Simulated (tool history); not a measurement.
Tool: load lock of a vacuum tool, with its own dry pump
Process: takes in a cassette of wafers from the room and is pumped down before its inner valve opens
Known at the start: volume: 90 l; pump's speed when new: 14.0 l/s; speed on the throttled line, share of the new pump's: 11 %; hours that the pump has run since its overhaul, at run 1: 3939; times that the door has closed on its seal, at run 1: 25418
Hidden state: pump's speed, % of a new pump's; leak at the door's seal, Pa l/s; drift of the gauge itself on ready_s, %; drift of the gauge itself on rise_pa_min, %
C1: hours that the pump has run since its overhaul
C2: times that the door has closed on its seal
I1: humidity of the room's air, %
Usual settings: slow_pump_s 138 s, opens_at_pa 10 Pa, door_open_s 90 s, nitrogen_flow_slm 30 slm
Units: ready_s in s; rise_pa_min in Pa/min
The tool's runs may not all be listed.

run 1 hour=0 | slow_pump_s=138 opens_at_pa=10 door_open_s=90 nitrogen_flow_slm=30 | C1=3939 C2=25418 | I1=45.5 | ready_s=183 rise_pa_min=0.026
run 2 hour=104 | slow_pump_s=138 opens_at_pa=10 door_open_s=90 nitrogen_flow_slm=30 | C1=4043 C2=25912 | I1=44.6 | ready_s=184.5 rise_pa_min=0.027
run 3 hour=200.2 | slow_pump_s=138 opens_at_pa=10 door_open_s=90 nitrogen_flow_slm=30 | C1=4139 C2=26369 | I1=46.6 | ready_s=182.5 rise_pa_min=0.027
run 4 hour=303.6 | slow_pump_s=138 opens_at_pa=10 door_open_s=90 nitrogen_flow_slm=30 | C1=4243 C2=26859 | I1=44.6 | ready_s=183.6 rise_pa_min=0.024
run 5 hour=362.5 | slow_pump_s=138 opens_at_pa=10 door_open_s=90 nitrogen_flow_slm=30 | C1=4302 C2=27139 | I1=45.4 | ready_s=183.8 rise_pa_min=0.023
run 6 hour=435.1 | slow_pump_s=138 opens_at_pa=10 door_open_s=90 nitrogen_flow_slm=30 | C1=4374 C2=27484 | I1=42.4 | ready_s=182.2 rise_pa_min=0.028
run 7 hour=499.1 | slow_pump_s=138 opens_at_pa=12 door_open_s=90 nitrogen_flow_slm=30 | C1=4438 C2=27788 | I1=47.2 | ready_s=183.6 rise_pa_min=0.026
run 8 hour=593.5 | slow_pump_s=138 opens_at_pa=12 door_open_s=90 nitrogen_flow_slm=30 | C1=4533 C2=28236 | I1=45.2 | ready_s=182.2 rise_pa_min=0.026
run 9 hour=675.3 | slow_pump_s=138 opens_at_pa=12 door_open_s=90 nitrogen_flow_slm=30 | C1=4614 C2=28625 | I1=48.6 | ready_s=181.4 rise_pa_min=0.029
run 10 hour=720.1 | slow_pump_s=138 opens_at_pa=12 door_open_s=90 nitrogen_flow_slm=30 | C1=4659 C2=28837 | I1=47 | ready_s=182.6 rise_pa_min=0.023
run 11 hour=803.8 | slow_pump_s=121 opens_at_pa=10 door_open_s=90 nitrogen_flow_slm=30 | C1=4743 C2=29235 | I1=46.3 | ready_s=166.1 rise_pa_min=0.023
run 12 hour=882.7 | slow_pump_s=121 opens_at_pa=10 door_open_s=90 nitrogen_flow_slm=30 | C1=4822 C2=29609 | I1=44.9 | ready_s=167.8 rise_pa_min=0.027
run 13 hour=986.5 | slow_pump_s=138 opens_at_pa=10 door_open_s=90 nitrogen_flow_slm=34 | C1=4926 C2=30102 | I1=45 | ready_s=182.8 rise_pa_min=0.026
run 14 hour=1074 | slow_pump_s=138 opens_at_pa=10 door_open_s=90 nitrogen_flow_slm=34 | C1=5013 C2=30518 | I1=45.2 | ready_s=183.8 rise_pa_min=0.024
run 15 hour=1137.7 | slow_pump_s=138 opens_at_pa=10 door_open_s=129 nitrogen_flow_slm=30 | C1=5077 C2=30820 | I1=45.2 | ready_s=182.8 rise_pa_min=0.03
run 16 hour=1240.8 | slow_pump_s=138 opens_at_pa=10 door_open_s=129 nitrogen_flow_slm=30 | C1=5180 C2=31310 | I1=44.8 | ready_s=183.8 rise_pa_min=0.027
run 17 hour=1294.5 | slow_pump_s=73 opens_at_pa=8 door_open_s=94 nitrogen_flow_slm=18 | C1=5234 C2=31565 | I1=46 | ready_s=127.1 rise_pa_min=0.035
run 18 hour=1341.1 | slow_pump_s=73 opens_at_pa=8 door_open_s=94 nitrogen_flow_slm=18 | C1=5280 C2=31786 | I1=42.4 | ready_s=126.4 rise_pa_min=0.032
run 19 hour=1422.6 | slow_pump_s=268 opens_at_pa=10 door_open_s=123 nitrogen_flow_slm=27 | C1=5362 C2=32173 | I1=44.3 | ready_s=295.9 rise_pa_min=0.029
run 20 hour=1470.8 | slow_pump_s=110 opens_at_pa=11 door_open_s=72 nitrogen_flow_slm=30 | C1=5410 C2=32402 | I1=42 | ready_s=158.3 rise_pa_min=0.024
run 21 hour=1567.3 | slow_pump_s=110 opens_at_pa=12 door_open_s=200 nitrogen_flow_slm=30 | C1=5506 C2=32860 | I1=43.2 | ready_s=154 rise_pa_min=0.03
run 22 hour=1658 | slow_pump_s=76 opens_at_pa=11 door_open_s=34 nitrogen_flow_slm=8 | C1=5597 C2=33291 | I1=42.7 | ready_s=127.8 rise_pa_min=0.023
run 23 hour=1731.3 | slow_pump_s=143 opens_at_pa=9 door_open_s=135 nitrogen_flow_slm=40 | C1=5670 C2=33639 | I1=46.5 | ready_s=186.8 rise_pa_min=0.025
run 24 hour=1810.4 | slow_pump_s=152 opens_at_pa=10 door_open_s=90 nitrogen_flow_slm=7 | C1=5749 C2=34014 | I1=44.5 | ready_s=197 rise_pa_min=0.038
run 25 hour=1894.6 | slow_pump_s=152 opens_at_pa=10 door_open_s=90 nitrogen_flow_slm=7 | C1=5834 C2=34414 | I1=45.8 | ready_s=196.2 rise_pa_min=0.033
run 26 hour=1962.3 | slow_pump_s=138 opens_at_pa=20 door_open_s=90 nitrogen_flow_slm=5 | C1=5901 C2=34736 | I1=44.2 | ready_s=176.4 rise_pa_min=0.042
run 27 hour=2036.7 | slow_pump_s=142 opens_at_pa=9 door_open_s=202 nitrogen_flow_slm=8 | C1=5976 C2=35090 | I1=44.6 | ready_s=186.7 rise_pa_min=0.044
run 28 hour=2116.9 | slow_pump_s=100 opens_at_pa=11 door_open_s=26 nitrogen_flow_slm=41 | C1=6056 C2=35470 | I1=43.1 | ready_s=148.2 rise_pa_min=0.016
run 29 hour=2210.3 | slow_pump_s=100 opens_at_pa=11 door_open_s=26 nitrogen_flow_slm=41 | C1=6149 C2=35914 | I1=46.2 | ready_s=148.6 rise_pa_min=0.015
run 30 hour=2275.2 | slow_pump_s=104 opens_at_pa=11 door_open_s=26 nitrogen_flow_slm=12 | C1=6214 C2=36222 | I1=43.2 | ready_s=151.7 rise_pa_min=0.024
run 31 hour=2340 | slow_pump_s=104 opens_at_pa=11 door_open_s=26 nitrogen_flow_slm=12 | C1=6279 C2=36529 | I1=43.7 | ready_s=152.4 rise_pa_min=0.026
run 32 hour=2414.8 | slow_pump_s=224 opens_at_pa=10 door_open_s=90 nitrogen_flow_slm=5 | C1=6354 C2=36885 | I1=44 | ready_s=260.1 rise_pa_min=0.039

Forecast each of these 4 alternatives for the next run:
run A hour=2458.3 | slow_pump_s=138 opens_at_pa=11 door_open_s=31 nitrogen_flow_slm=30 | C1=6397 C2=37091 | I1=46.6 | ready_s=? rise_pa_min=?
run B hour=2458.3 | slow_pump_s=138 opens_at_pa=10 door_open_s=90 nitrogen_flow_slm=6 | C1=6397 C2=37091 | I1=46 | ready_s=? rise_pa_min=?
run C hour=2458.3 | slow_pump_s=138 opens_at_pa=16 door_open_s=90 nitrogen_flow_slm=18 | C1=6397 C2=37091 | I1=46.8 | ready_s=? rise_pa_min=?
run D hour=2458.3 | slow_pump_s=224 opens_at_pa=10 door_open_s=90 nitrogen_flow_slm=16 | C1=6397 C2=37091 | I1=43.7 | ready_s=? rise_pa_min=?

run=A ready_s=182 rise_pa_min=0.018
run=B ready_s=181.8 rise_pa_min=0.037
run=C ready_s=181.4 rise_pa_min=0.036
run=D ready_s=260.2 rise_pa_min=0.038
Without the tool's hidden state the same runs would have given:
run=A ready_s=181.9 rise_pa_min=0.017
run=B ready_s=181.8 rise_pa_min=0.037
run=C ready_s=181.4 rise_pa_min=0.035
run=D ready_s=260.2 rise_pa_min=0.037

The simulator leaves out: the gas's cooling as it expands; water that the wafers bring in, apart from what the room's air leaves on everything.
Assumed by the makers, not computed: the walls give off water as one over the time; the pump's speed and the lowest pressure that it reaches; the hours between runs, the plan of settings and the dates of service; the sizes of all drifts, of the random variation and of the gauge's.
